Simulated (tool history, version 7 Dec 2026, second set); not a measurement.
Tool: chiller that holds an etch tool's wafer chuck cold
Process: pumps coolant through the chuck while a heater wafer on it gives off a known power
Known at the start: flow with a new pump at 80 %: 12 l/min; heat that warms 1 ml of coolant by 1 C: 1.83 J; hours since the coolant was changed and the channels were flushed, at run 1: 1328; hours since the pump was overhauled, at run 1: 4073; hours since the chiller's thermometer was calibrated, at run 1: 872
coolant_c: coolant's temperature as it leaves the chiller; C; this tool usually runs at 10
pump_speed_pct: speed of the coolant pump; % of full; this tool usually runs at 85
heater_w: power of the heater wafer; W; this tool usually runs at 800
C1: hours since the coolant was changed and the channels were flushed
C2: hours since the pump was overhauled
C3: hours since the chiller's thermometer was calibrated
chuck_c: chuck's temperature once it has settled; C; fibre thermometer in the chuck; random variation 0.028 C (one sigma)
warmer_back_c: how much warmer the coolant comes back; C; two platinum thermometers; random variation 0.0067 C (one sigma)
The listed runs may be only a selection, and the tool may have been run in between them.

Run 1, hour 0: usual settings; C1 1328; C2 4073; C3 872. Result: chuck_c 16.78 C, warmer_back_c 2.124 C.
Run 2, hour 52: usual settings; C1 1380; C2 4125; C3 924. Result: chuck_c 16.76 C, warmer_back_c 2.111 C.
Run 3, hour 168.9: usual settings; C1 1497; C2 4242; C3 1041. Result: chuck_c 16.71 C, warmer_back_c 2.11 C.
Run 4, hour 255.8: usual settings; C1 1584; C2 4329; C3 1128. Result: chuck_c 16.78 C, warmer_back_c 2.117 C.
Run 5, hour 322.6: usual settings but heater_w 818 W; C1 1651; C2 4396; C3 1195. Result: chuck_c 16.93 C, warmer_back_c 2.163 C.
Run 6, hour 383.9: usual settings; C1 1712; C2 4457; C3 1256. Result: chuck_c 16.72 C, warmer_back_c 2.124 C.
Run 7, hour 494.5: usual settings; C1 1823; C2 4568; C3 1367. Result: chuck_c 16.73 C, warmer_back_c 2.128 C.
Run 8, hour 622.7: usual settings but coolant_c 3 C; C1 1951; C2 4696; C3 1495. Result: chuck_c 9.73 C, warmer_back_c 2.12 C.
Run 9, hour 692.3: usual settings; C1 2020; C2 4766; C3 1564. Result: chuck_c 16.75 C, warmer_back_c 2.122 C.
Run 10, hour 808.1: usual settings; C1 2136; C2 4881; C3 1680. Result: chuck_c 16.74 C, warmer_back_c 2.131 C.
Run 11, hour 932: usual settings; C1 2260; C2 5005; C3 1804. Result: chuck_c 16.77 C, warmer_back_c 2.142 C.
Run 12, hour 1041.3: usual settings; C1 2369; C2 5114; C3 1913. Result: chuck_c 16.77 C, warmer_back_c 2.12 C.
Run 13, hour 1110.7: usual settings but coolant_c 14 C; C1 2439; C2 5184; C3 1983. Result: chuck_c 20.75 C, warmer_back_c 2.132 C.
Run 14, hour 1187.2: usual settings but coolant_c 14 C; C1 2515; C2 5260; C3 2059. Result: chuck_c 20.73 C, warmer_back_c 2.131 C.
Run 15, hour 1269.3: usual settings but pump_speed_pct 96 % of full; C1 2597; C2 5343; C3 2141. Result: chuck_c 16.04 C, warmer_back_c 1.876 C.
Run 16, hour 1375.3: usual settings but pump_speed_pct 66 % of full; C1 2703; C2 5448; C3 2247. Result: chuck_c 18.45 C, warmer_back_c 2.819 C.
Run 17, hour 1450.5: usual settings but coolant_c 11 C, heater_w 471 W; C1 2779; C2 5524; C3 2323. Result: chuck_c 14.86 C, warmer_back_c 1.246 C.
Run 18, hour 1523.4: usual settings but coolant_c 17 C, pump_speed_pct 66 % of full; C1 2851; C2 5597; C3 2395. Result: chuck_c 25.44 C, warmer_back_c 2.815 C.
At hour 1530.9: chiller's thermometer calibrated.
Run 19, hour 1640.3: usual settings but coolant_c 17 C, pump_speed_pct 66 % of full; C1 2967; C2 5713; C3 109. Result: chuck_c 25.42 C, warmer_back_c 2.828 C.
Run 20, hour 1695.7: usual settings but heater_w 1107 W; C1 3023; C2 5768; C3 165. Result: chuck_c 19.44 C, warmer_back_c 2.969 C.
Run 21, hour 1776.7: usual settings but pump_speed_pct 69 % of full, heater_w 767 W; C1 3104; C2 5849; C3 246. Result: chuck_c 17.69 C, warmer_back_c 2.58 C.
Run 22, hour 1894.7: usual settings but coolant_c 2 C, pump_speed_pct 89 % of full, heater_w 767 W; C1 3222; C2 5967; C3 364. Result: chuck_c 8.14 C, warmer_back_c 1.954 C.
Run 23, hour 1956.5: usual settings but coolant_c 2 C, pump_speed_pct 89 % of full, heater_w 767 W; C1 3284; C2 6029; C3 426. Result: chuck_c 8.13 C, warmer_back_c 1.961 C.
At hour 2015.5: chiller's thermometer calibrated, once more.
Run 24, hour 2020.4: usual settings but coolant_c 2 C, pump_speed_pct 89 % of full, heater_w 767 W; C1 3346; C2 6092; C3 5. Result: chuck_c 8.66 C, warmer_back_c 1.954 C.
Run 25, hour 2142.7: usual settings but coolant_c 11 C, pump_speed_pct 89 % of full, heater_w 1111 W; C1 3469; C2 6214; C3 127. Result: chuck_c 20.6 C, warmer_back_c 2.842 C.
Run 26, hour 2244.4: usual settings but coolant_c 19 C, heater_w 928 W; C1 3571; C2 6316; C3 229. Result: chuck_c 27.35 C, warmer_back_c 2.499 C.
Run 27, hour 2325.5: usual settings but heater_w 875 W; C1 3652; C2 6397; C3 310. Result: chuck_c 17.88 C, warmer_back_c 2.36 C.
Run 28, hour 2418.3: usual settings but coolant_c 3 C, heater_w 746 W; C1 3744; C2 6490; C3 403. Result: chuck_c 9.69 C, warmer_back_c 2.006 C.
Run 29, hour 2489.2: usual settings but coolant_c 2 C, pump_speed_pct 68 % of full, heater_w 746 W; C1 3815; C2 6560; C3 474. Result: chuck_c 10.14 C, warmer_back_c 2.564 C.
Run 30, hour 2575.9: usual settings but coolant_c 16 C, pump_speed_pct 83 % of full; C1 3902; C2 6647; C3 560. Result: chuck_c 23.33 C, warmer_back_c 2.216 C.
Run 31, hour 2698.2: usual settings but coolant_c 1 C, pump_speed_pct 76 % of full, heater_w 882 W; C1 4024; C2 6769; C3 683. Result: chuck_c 9.74 C, warmer_back_c 2.698 C.
Run 32, hour 2819.2: usual settings but coolant_c 1 C, pump_speed_pct 76 % of full, heater_w 882 W; C1 4145; C2 6890; C3 804. Result: chuck_c 9.74 C, warmer_back_c 2.692 C.

Selected run-to-run steps in chuck_c, each split into two signed amounts: the part the tool would show with no hidden state at all (from settings, incoming material and random variation), and the remainder, which goes to the hidden state together with any gauge scatter not common to the measured and the hidden-state-free results:
What the log doesn't record here: heat passed by the chuck's channels, % of clean ones'; flow at a given pump speed, % of a new pump's; coolant's true temperature over the reading, C; drift of the gauge itself on chuck_c, C; drift of the gauge itself on warmer_back_c, C.
Run 16 -> 17: coolant_c 10 -> 11, pump_speed_pct 66 -> 85, heater_w 800 -> 471. chuck_c -3.59 C: hidden state -0.31, all else -3.28.
Run 17 -> 18: coolant_c 11 -> 17, pump_speed_pct 85 -> 66, heater_w 471 -> 800. chuck_c +10.58 C: hidden state +0.32, all else +10.26.
Run 23 -> 24: chiller's thermometer calibrated, once more. chuck_c +0.53 C: hidden state +0.51, all else +0.02.
Run 24 -> 25: coolant_c 2 -> 11, heater_w 767 -> 1111. chuck_c +11.94 C: hidden state +0.23, all else +11.71.
Run 29 -> 30: coolant_c 2 -> 16, pump_speed_pct 68 -> 83, heater_w 746 -> 800. chuck_c +13.19 C: hidden state -0.07, all else +13.26.
Run 30 -> 31: coolant_c 16 -> 1, pump_speed_pct 83 -> 76, heater_w 800 -> 882. chuck_c -13.59 C: hidden state +0.13, all else -13.72.
